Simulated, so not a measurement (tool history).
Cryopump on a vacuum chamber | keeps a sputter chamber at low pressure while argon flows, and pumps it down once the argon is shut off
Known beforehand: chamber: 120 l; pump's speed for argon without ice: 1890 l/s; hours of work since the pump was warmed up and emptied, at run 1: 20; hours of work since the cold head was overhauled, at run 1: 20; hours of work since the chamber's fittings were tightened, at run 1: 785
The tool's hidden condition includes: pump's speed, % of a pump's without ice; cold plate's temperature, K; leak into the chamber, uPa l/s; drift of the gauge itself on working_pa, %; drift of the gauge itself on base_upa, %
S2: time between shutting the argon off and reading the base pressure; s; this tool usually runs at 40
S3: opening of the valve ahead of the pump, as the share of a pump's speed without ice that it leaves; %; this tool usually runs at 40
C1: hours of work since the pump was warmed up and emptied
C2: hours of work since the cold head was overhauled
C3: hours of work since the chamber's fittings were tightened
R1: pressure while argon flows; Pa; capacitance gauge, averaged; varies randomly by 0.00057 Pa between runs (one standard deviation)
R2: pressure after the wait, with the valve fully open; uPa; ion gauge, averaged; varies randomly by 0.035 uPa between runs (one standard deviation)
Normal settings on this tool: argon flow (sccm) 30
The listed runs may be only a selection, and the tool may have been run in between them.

Run 1, day 0: usual settings; C1 20; C2 20; C3 785. Result: R1 0.0683 Pa, R2 1.98 uPa.
Run 2, day 0.617: usual settings; C1 28; C2 28; C3 794. Result: R1 0.0679 Pa, R2 1.93 uPa.
Run 3, day 1.292: usual settings; C1 37; C2 37; C3 803. Result: R1 0.0675 Pa, R2 2.09 uPa.
Run 4, day 1.683: usual settings; C1 42; C2 42; C3 808. Result: R1 0.0679 Pa, R2 1.98 uPa.
Run 5, day 2.2: usual settings; C1 49; C2 49; C3 815. Result: R1 0.0676 Pa, R2 2.06 uPa.
Run 6, day 2.588: usual settings but S3 16 %; C1 54; C2 54; C3 820. Result: R1 0.1681 Pa, R2 2.02 uPa.
Run 7, day 3.2: usual settings; C1 62; C2 62; C3 828. Result: R1 0.0684 Pa, R2 1.94 uPa.
Run 8, day 3.879: usual settings but argon flow (sccm) 24, S2 272 s, S3 25 %; C1 71; C2 71; C3 837. Result: R1 0.0862 Pa, R2 0.53 uPa.
Run 9, day 4.538: usual settings but argon flow (sccm) 57, S2 22 s, S3 21 %; C1 80; C2 80; C3 846. Result: R1 0.2454 Pa, R2 3.42 uPa.
Run 10, day 5.338: usual settings but argon flow (sccm) 25, S2 36 s, S3 21 %; C1 91; C2 91; C3 857. Result: R1 0.1079 Pa, R2 2.25 uPa.
Run 11, day 5.683: usual settings but argon flow (sccm) 15, S2 133 s, S3 23 %; C1 96; C2 96; C3 861. Result: R1 0.0607 Pa, R2 0.84 uPa.
Run 12, day 6.275: usual settings but argon flow (sccm) 15, S2 133 s, S3 23 %; C1 103; C2 103; C3 869. Result: R1 0.0604 Pa, R2 0.83 uPa.
Run 13, day 6.892: usual settings but argon flow (sccm) 42, S2 33 s, S3 37 %; C1 112; C2 112; C3 878. Result: R1 0.103 Pa, R2 2.37 uPa.

3 ways to go on from here, each from the tool as it stands after run 13. What would each give?
Run A, day 7.45: usual settings but argon flow (sccm) 17; C1 119; C2 119; C3 885. Result: R1 ?, R2 ?.
Run B, day 7.45: usual settings but argon flow (sccm) 18, S2 128 s, S3 29 %; C1 119; C2 119; C3 885. Result: R1 ?, R2 ?.
Run C, day 7.45: usual settings but argon flow (sccm) 19, S2 33 s, S3 49 %; C1 119; C2 119; C3 885. Result: R1 ?, R2 ?.

run      R1    R2
  A  0.0403     2
  B  0.0569  0.85
  C  0.0356  2.37
Without the tool's hidden state the same runs would have given:
run      R1    R2
  A  0.0394  1.83
  B   0.056  0.68
  C  0.0346  2.21

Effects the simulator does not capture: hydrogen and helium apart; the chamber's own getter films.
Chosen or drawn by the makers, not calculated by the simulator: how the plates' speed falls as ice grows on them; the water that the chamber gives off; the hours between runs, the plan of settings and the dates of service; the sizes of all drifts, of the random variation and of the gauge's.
